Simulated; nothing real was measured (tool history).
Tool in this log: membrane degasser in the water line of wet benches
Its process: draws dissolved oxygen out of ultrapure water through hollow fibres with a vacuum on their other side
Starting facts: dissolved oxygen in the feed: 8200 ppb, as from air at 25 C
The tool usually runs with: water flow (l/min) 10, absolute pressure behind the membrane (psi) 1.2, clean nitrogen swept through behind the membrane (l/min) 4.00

run   hour  water flow (l/min)  absolute pressure behind the membrane (psi)  clean nitrogen swept through behind the membrane (l/min)  dissolved oxygen in the water behind the degasser (ppb)  pressure that the water loses in the fibres (psi)
  1    0.0                  10                                          1.2                                                      4.00                                                     85.1                                              5.852
      57.1  -- vacuum gauge calibrated
  2   91.4                  10                                          1.2                                                      5.11                                                     77.3                                              5.886
  3  280.8                  10                                          1.2                                                      5.11                                                     78.9                                              5.899
  4  461.2                  10                                          1.2                                                      4.00                                                     84.8                                              5.907
  5  639.5                  10                                          1.2                                                      4.00                                                     85.7                                              5.883
  6  750.9                  10                                          1.2                                                      4.00                                                     85.1                                              5.893

Run 7 has not been measured yet. What should we expect?
  7  870.9                   9                                          1.2                                                      4.00                                                        ?                                                  ?

dissolved oxygen in the water behind the degasser (ppb): 62.5
pressure that the water loses in the fibres (psi): 5.314
Were there no unlogged condition in the tool, this run, its random variation unchanged, would have produced dissolved oxygen in the water behind the degasser (ppb) 62.4, pressure that the water loses in the fibres (psi) 5.313.

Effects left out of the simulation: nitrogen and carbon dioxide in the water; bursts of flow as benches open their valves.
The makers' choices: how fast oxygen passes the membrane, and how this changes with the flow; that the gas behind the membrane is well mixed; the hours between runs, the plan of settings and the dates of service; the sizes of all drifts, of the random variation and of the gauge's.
